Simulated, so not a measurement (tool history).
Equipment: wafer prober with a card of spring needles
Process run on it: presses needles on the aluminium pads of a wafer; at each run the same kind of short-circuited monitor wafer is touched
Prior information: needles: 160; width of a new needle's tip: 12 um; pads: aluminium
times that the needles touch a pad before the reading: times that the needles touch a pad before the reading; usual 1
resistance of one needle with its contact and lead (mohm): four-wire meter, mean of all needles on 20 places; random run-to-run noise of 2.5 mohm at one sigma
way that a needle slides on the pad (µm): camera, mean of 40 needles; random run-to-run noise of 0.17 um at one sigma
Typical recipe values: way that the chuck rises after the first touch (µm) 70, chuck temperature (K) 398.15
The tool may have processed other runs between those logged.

run	hour	way that the chuck rises after the first touch (µm)	chuck temperature (K)	times that the needles touch a pad before the reading	resistance of one needle with its contact and lead (mohm)	way that a needle slides on the pad (µm)
1	0	70	398.15	1	294	17.07
# hour 1.9: tips cleaned on abrasive film
# hour 5.6: tips cleaned on abrasive film
# hour 10.2: tips cleaned on abrasive film
# hour 13.9: tips cleaned on abrasive film
# hour 18.5: tips cleaned on abrasive film
2	22	70	398.15	1	291	16.63
# hour 23: tips cleaned on abrasive film
# hour 26.7: tips cleaned on abrasive film
# hour 31.3: tips cleaned on abrasive film
# hour 35.9: tips cleaned on abrasive film
# hour 39.6: tips cleaned on abrasive film
# hour 43.3: tips cleaned on abrasive film
# hour 47: tips cleaned on abrasive film
# hour 51.7: tips cleaned on abrasive film
3	52.8	52	398.15	1	294	12.7
# hour 55.6: tips cleaned on abrasive film
# hour 60.2: tips cleaned on abrasive film
# hour 63.9: tips cleaned on abrasive film
# hour 68.5: tips cleaned on abrasive film
# hour 72.2: tips cleaned on abrasive film
# hour 76.8: tips cleaned on abrasive film
4	79.2	83	398.15	1	292	20.55
# hour 81.1: tips cleaned on abrasive film
# hour 84.8: tips cleaned on abrasive film
# hour 89.4: tips cleaned on abrasive film
# hour 90.6: height of the first contact set anew
# hour 93.4: tips cleaned on abrasive film
# hour 97.1: tips cleaned on abrasive film
# hour 101.7: tips cleaned on abrasive film
5	103.2	83	398.15	1	294	20.38
# hour 106: tips cleaned on abrasive film
# hour 110.6: tips cleaned on abrasive film
# hour 114.3: tips cleaned on abrasive film
# hour 118.9: tips cleaned on abrasive film
# hour 123.5: tips cleaned on abrasive film
6	124.3	83	398.15	1	291	20.57
# hour 128: tips cleaned on abrasive film
# hour 131.7: tips cleaned on abrasive film
# hour 135.4: tips cleaned on abrasive film
# hour 140: tips cleaned on abrasive film
# hour 144.6: tips cleaned on abrasive film
# hour 149.2: tips cleaned on abrasive film
# hour 152.9: tips cleaned on abrasive film
# hour 156.6: tips cleaned on abrasive film
7	157.9	83	398.15	1	292	20.49
# hour 160.7: tips cleaned on abrasive film
# hour 164.4: tips cleaned on abrasive film
# hour 168.1: tips cleaned on abrasive film
# hour 171.8: tips cleaned on abrasive film
# hour 175.5: tips cleaned on abrasive film
# hour 179.2: tips cleaned on abrasive film
# hour 183.8: tips cleaned on abrasive film
8	185.5	70	341.15	1	274	17.04
# hour 188.3: tips cleaned on abrasive film
# hour 192: tips cleaned on abrasive film
# hour 195.7: tips cleaned on abrasive film
# hour 200.3: tips cleaned on abrasive film
# hour 204: tips cleaned on abrasive film
# hour 207.7: tips cleaned on abrasive film
9	210.3	70	398.15	1	289	17.2
# hour 212.3: tips cleaned on abrasive film
# hour 216: tips cleaned on abrasive film
# hour 220.6: tips cleaned on abrasive film
# hour 225.2: tips cleaned on abrasive film
# hour 229.8: tips cleaned on abrasive film
# hour 234.3: tips cleaned on abrasive film
10	234.3	70	398.15	1	290	17.32
# hour 238: tips cleaned on abrasive film
# hour 241.7: tips cleaned on abrasive film
# hour 245.4: tips cleaned on abrasive film
# hour 249.1: tips cleaned on abrasive film
# hour 253.7: tips cleaned on abrasive film
# hour 258.3: tips cleaned on abrasive film
11	261.4	70	398.15	1	292	17.08
# hour 262.4: tips cleaned on abrasive film
# hour 267: tips cleaned on abrasive film
# hour 271.6: tips cleaned on abrasive film
# hour 276.2: tips cleaned on abrasive film
# hour 279.9: tips cleaned on abrasive film
# hour 283.6: tips cleaned on abrasive film
# hour 288.2: tips cleaned on abrasive film
12	291.7	63	309.15	1	269	15.25
# hour 292.7: tips cleaned on abrasive film
# hour 296.4: tips cleaned on abrasive film
# hour 300.1: tips cleaned on abrasive film
# hour 304.7: tips cleaned on abrasive film
# hour 308.4: tips cleaned on abrasive film
# hour 308.7: height of the first contact set anew
# hour 312.4: tips cleaned on abrasive film
13	315.4	63	309.15	1	263	15.62
# hour 316.4: tips cleaned on abrasive film
# hour 320.2: tips cleaned on abrasive film
# hour 324.8: tips cleaned on abrasive film
# hour 329.4: tips cleaned on abrasive film
# hour 334: tips cleaned on abrasive film
# hour 337.7: tips cleaned on abrasive film
# hour 341.7: tips cleaned on abrasive film
14	341.7	51	393.15	1	288	12.21
# hour 346.3: tips cleaned on abrasive film
# hour 350.1: tips cleaned on abrasive film
# hour 353.8: tips cleaned on abrasive film
# hour 358.4: tips cleaned on abrasive film
# hour 363: tips cleaned on abrasive film
15	363.6	51	393.15	1	290	12.53
# hour 367.3: tips cleaned on abrasive film
# hour 371: tips cleaned on abrasive film
# hour 374.7: tips cleaned on abrasive film
# hour 378.4: tips cleaned on abrasive film
# hour 382.1: tips cleaned on abrasive film
16	384.7	51	393.15	1	292	12.49
# hour 386.6: tips cleaned on abrasive film
# hour 390.3: tips cleaned on abrasive film
# hour 394: tips cleaned on abrasive film
# hour 397.7: tips cleaned on abrasive film
# hour 402.3: tips cleaned on abrasive film
# hour 406: tips cleaned on abrasive film
# hour 410.6: tips cleaned on abrasive film
17	412	52	383.15	1	289	12.77
# hour 414.8: tips cleaned on abrasive film
# hour 418.5: tips cleaned on abrasive film
# hour 423.1: tips cleaned on abrasive film
18	426.3	70	398.15	2	288	16.94
# hour 427.3: tips cleaned on abrasive film
# hour 431: tips cleaned on abrasive film
# hour 434.7: tips cleaned on abrasive film
# hour 438.4: tips cleaned on abrasive film
# hour 443: tips cleaned on abrasive film
# hour 446.7: tips cleaned on abrasive film
19	449	54	398.15	3	293	13.14
# hour 450.9: tips cleaned on abrasive film
# hour 454.6: tips cleaned on abrasive film
# hour 458.3: tips cleaned on abrasive film
# hour 462: tips cleaned on abrasive film
20	464.1	54	398.15	3	288	13.01
# hour 466: tips cleaned on abrasive film
# hour 469.7: tips cleaned on abrasive film
# hour 473.4: tips cleaned on abrasive film
# hour 477.1: tips cleaned on abrasive film
# hour 480.8: tips cleaned on abrasive film
# hour 484.5: tips cleaned on abrasive film
# hour 488.2: tips cleaned on abrasive film
21	489.1	59	354.15	1	278	14.31

4 ways to go on from here, each from the tool as it stands after run 21. What would each give?
# hour 492: tips cleaned on abrasive film
# hour 495.7: tips cleaned on abrasive film
# hour 499.4: tips cleaned on abrasive film
# hour 503.1: tips cleaned on abrasive film
# hour 506.8: tips cleaned on abrasive film
# hour 511.4: tips cleaned on abrasive film
# hour 515.1: tips cleaned on abrasive film
# hour 519.7: tips cleaned on abrasive film
A	520.3	70	376.15	1	?	?
# hour 492: tips cleaned on abrasive film
# hour 495.7: tips cleaned on abrasive film
# hour 499.4: tips cleaned on abrasive film
# hour 503.1: tips cleaned on abrasive film
# hour 506.8: tips cleaned on abrasive film
# hour 511.4: tips cleaned on abrasive film
# hour 515.1: tips cleaned on abrasive film
# hour 519.7: tips cleaned on abrasive film
B	520.3	59	354.15	2	?	?
# hour 492: tips cleaned on abrasive film
# hour 495.7: tips cleaned on abrasive film
# hour 499.4: tips cleaned on abrasive film
# hour 503.1: tips cleaned on abrasive film
# hour 506.8: tips cleaned on abrasive film
# hour 511.4: tips cleaned on abrasive film
# hour 515.1: tips cleaned on abrasive film
# hour 519.7: tips cleaned on abrasive film
C	520.3	57	310.15	1	?	?
# hour 492: tips cleaned on abrasive film
# hour 495.7: tips cleaned on abrasive film
# hour 499.4: tips cleaned on abrasive film
# hour 503.1: tips cleaned on abrasive film
# hour 506.8: tips cleaned on abrasive film
# hour 511.4: tips cleaned on abrasive film
# hour 515.1: tips cleaned on abrasive film
# hour 519.7: tips cleaned on abrasive film
D	520.3	51	398.15	2	?	?

run	resistance of one needle with its contact and lead (mohm)	way that a needle slides on the pad (µm)
A	283	16.92
B	281	14.21
C	268	13.65
D	288	12.39
Without the tool's unlogged condition, the same runs would have read:
run	resistance of one needle with its contact and lead (mohm)	way that a needle slides on the pad (µm)
A	283	17
B	280	14.29
C	268	13.73
D	288	12.47

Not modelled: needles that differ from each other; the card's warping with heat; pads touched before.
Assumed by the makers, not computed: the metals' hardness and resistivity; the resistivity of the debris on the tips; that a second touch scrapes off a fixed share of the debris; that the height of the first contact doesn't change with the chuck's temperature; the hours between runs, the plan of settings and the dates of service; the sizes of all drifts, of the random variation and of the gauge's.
